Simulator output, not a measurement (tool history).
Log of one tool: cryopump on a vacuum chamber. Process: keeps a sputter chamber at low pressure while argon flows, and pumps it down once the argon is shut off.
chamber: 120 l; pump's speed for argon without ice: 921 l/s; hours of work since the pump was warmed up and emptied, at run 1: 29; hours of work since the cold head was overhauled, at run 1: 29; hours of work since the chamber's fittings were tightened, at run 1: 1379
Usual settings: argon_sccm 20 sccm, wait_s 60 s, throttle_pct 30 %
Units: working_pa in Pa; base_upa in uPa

run	hour	argon_sccm	wait_s	throttle_pct	hours of work since the pump was warmed up and emptied	hours of work since the cold head was overhauled	hours of work since the chamber's fittings were tightened	working_pa	base_upa
1	0	20	60	30	29	29	1379	0.1234	2.45
2	40.1	20	60	30	57	57	1407	0.1246	2.5
3	94.7	20	60	30	95	95	1445	0.1243	2.5
4	122.3	20	60	30	115	115	1465	0.1242	2.51
5	176.6	20	75	30	153	153	1503	0.1258	2.45
6	207.3	20	75	30	174	174	1524	0.1255	2.43
7	239.5	20	60	16	197	197	1547	0.2307	2.74
8	268.9	20	60	16	217	217	1567	0.2332	2.77
9	323.3	8	128	17	255	255	1605	0.0887	2.17
10	365.7	9	60	30	285	285	1635	0.0581	2.79

The next listed run, before its measurement:
11	411.8	9	60	30	317	317	1667	?	?

Run 11 gave working_pa 0.0577 Pa, base_upa 2.85 uPa.
Without the tool's hidden state the same run would have given working_pa 0.0553 Pa, base_upa 1.5 uPa.
